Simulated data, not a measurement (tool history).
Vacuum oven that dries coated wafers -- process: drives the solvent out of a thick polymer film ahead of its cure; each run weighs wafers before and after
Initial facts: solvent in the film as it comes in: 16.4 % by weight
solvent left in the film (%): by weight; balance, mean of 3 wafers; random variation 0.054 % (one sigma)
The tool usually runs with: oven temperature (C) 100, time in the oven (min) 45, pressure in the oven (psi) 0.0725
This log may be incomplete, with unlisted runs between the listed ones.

run,day,oven temperature (C),time in the oven (min),pressure in the oven (psi),solvent left in the film (%)
1,0,100,45,0.0725,2.44
2,0.558,100,45,0.0725,2.36
3,1.133,100,45,0.0725,2.42
4,2.362,100,45,0.0725,2.39
5,3.646,100,45,0.0725,2.41
6,4.433,100,53,0.0725,1.98
7,5.442,100,36,0.0725,3.24
8,6.383,100,36,0.0725,3.33
9,7.579,100,36,0.0725,3.26
10,8.579,100,36,0.0725,3.26
11,9.9,100,36,0.0725,3.29
12,10.817,100,45,0.0725,2.52
13,11.371,100,45,0.0725,2.35
14,12.208,100,45,0.0725,2.44
15,13.404,100,45,0.0725,2.62
16,14.612,100,45,0.0725,2.53
17,15.442,89,45,0.0725,4.84
18,16.321,89,45,0.0725,4.88
19,17.183,100,45,0.0725,2.43
20,18.058,100,45,0.0725,2.53
21,18.925,100,22,0.0725,5.5
22,19.658,110,45,0.0725,1.23
23,20.712,100,45,0.0725,2.61
24,21.625,100,31,0.0725,4.14
25,22.558,114,51,0.0566,0.68
26,23.821,87,48,0.0566,5.1
27,24.625,86,67,0.0566,3.74
28,25.962,86,67,0.0566,3.88
29,26.917,94,45,0.038,3.6
30,27.971,88,24,0.183,8.72
31,28.892,114,45,0.0403,0.83
32,29.442,87,45,0.2598,7.02
33,30.767,89,26,0.2814,8.75
34,31.862,89,26,0.2814,8.69
35,32.488,105,49,0.0658,1.61
36,33.133,100,25,0.0567,5.1

Run 37 has not been measured yet. What should we expect?
37,33.954,100,25,0.2709,?

solvent left in the film (%): 6.14
On a tool with no hidden condition, and with the same random variation, this run would have come out at solvent left in the film (%) 5.58.
